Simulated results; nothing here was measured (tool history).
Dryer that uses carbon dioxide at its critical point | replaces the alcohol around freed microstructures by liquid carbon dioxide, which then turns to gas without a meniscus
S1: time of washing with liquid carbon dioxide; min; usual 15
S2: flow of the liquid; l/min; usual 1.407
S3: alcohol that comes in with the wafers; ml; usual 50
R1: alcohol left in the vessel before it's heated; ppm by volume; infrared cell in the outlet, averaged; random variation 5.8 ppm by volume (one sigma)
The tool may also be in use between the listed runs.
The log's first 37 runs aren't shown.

run 38 hour=359.6 | S1=15 S2=2.14 S3=30 | R1=94
run 39 hour=365.1 | S1=21 S2=1.17 S3=70 | R1=251
run 40 hour=375.9 | S1=21 S2=1.17 S3=70 | R1=253
run 41 hour=388 | S1=10 S2=2.28 S3=28 | R1=186
run 42 hour=393.9 | S1=10 S2=1.407 S3=104 | R1=1966
run 43 hour=404.6 | S1=10 S2=1.407 S3=104 | R1=2003
run 44 hour=411.2 | S1=12 S2=1.03 S3=39 | R1=1056
run 45 hour=419.7 | S1=12 S2=2.04 S3=97 | R1=347
run 46 hour=432.1 | S1=24 S2=2.34 S3=53 | R1=93
run 47 hour=443.7 | S1=24 S2=2.21 S3=105 | R1=95
run 48 hour=455.5 | S1=24 S2=2.21 S3=105 | R1=99

3 ways to go on from here, each from the tool as it stands after run 48. What would each give?
run A hour=463.4 | S1=15 S2=1.407 S3=118 | R1=?
run B hour=463.4 | S1=15 S2=1.51 S3=50 | R1=?
run C hour=463.4 | S1=12 S2=1.407 S3=50 | R1=?

run=A R1=688
run=B R1=297
run=C R1=635
Without the tool's hidden state the same runs would have given:
run=A R1=435
run=B R1=145
run=C R1=419
